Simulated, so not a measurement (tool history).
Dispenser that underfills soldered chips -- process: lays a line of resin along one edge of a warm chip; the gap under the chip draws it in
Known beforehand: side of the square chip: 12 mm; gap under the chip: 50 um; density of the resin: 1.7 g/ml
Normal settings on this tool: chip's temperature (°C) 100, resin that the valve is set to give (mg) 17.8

run,hour,chip's temperature (°C),resin that the valve is set to give (mg),time until the resin shows at the far edge (s),resin that the valve gave (mg)
1,0,100,17.8,80.2,16.87
# hour 4: dispensing valve cleaned and set on the balance
2,4.9,100,17.8,91.7,17.75
# hour 6.1: new syringe of resin
3,7.5,100,17.8,75,17.68
4,11.2,100,17.8,88.2,17.69
# hour 13.7: new syringe of resin
5,13.7,100,17.8,69.6,17.77
6,18.2,93,17.8,114.1,17.8
# hour 21.6: new syringe of resin
7,23,93,17.8,100.4,17.66
8,26.3,93,17.8,115.1,17.6
9,28.8,100,19.8,93.5,19.58
# hour 29.4: new syringe of resin
10,32,100,19.8,77,19.51
11,34.5,100,19.8,84.6,19.67
# hour 37.2: new syringe of resin
12,38.7,100,19.8,73.2,19.46
13,43.2,88,15.3,156.6,15.05
# hour 45.1: new syringe of resin
14,47.5,106,17.8,62.1,17.54
15,51.8,90,18.5,143.2,18.18
# hour 52.8: new syringe of resin
16,55.2,98,18.1,84.1,17.68
17,57.2,95,18.3,103,17.86
18,59.7,88,20.3,150.6,19.71

Predict the results of run 19:
# hour 60.8: new syringe of resin
19,62.6,108,20.8,?,?

time until the resin shows at the far edge (s): 54.3
resin that the valve gave (mg): 20.37
With the hidden condition absent and the run-to-run variation left alone, this run would have shown time until the resin shows at the far edge (s) 52.1, resin that the valve gave (mg) 20.83.

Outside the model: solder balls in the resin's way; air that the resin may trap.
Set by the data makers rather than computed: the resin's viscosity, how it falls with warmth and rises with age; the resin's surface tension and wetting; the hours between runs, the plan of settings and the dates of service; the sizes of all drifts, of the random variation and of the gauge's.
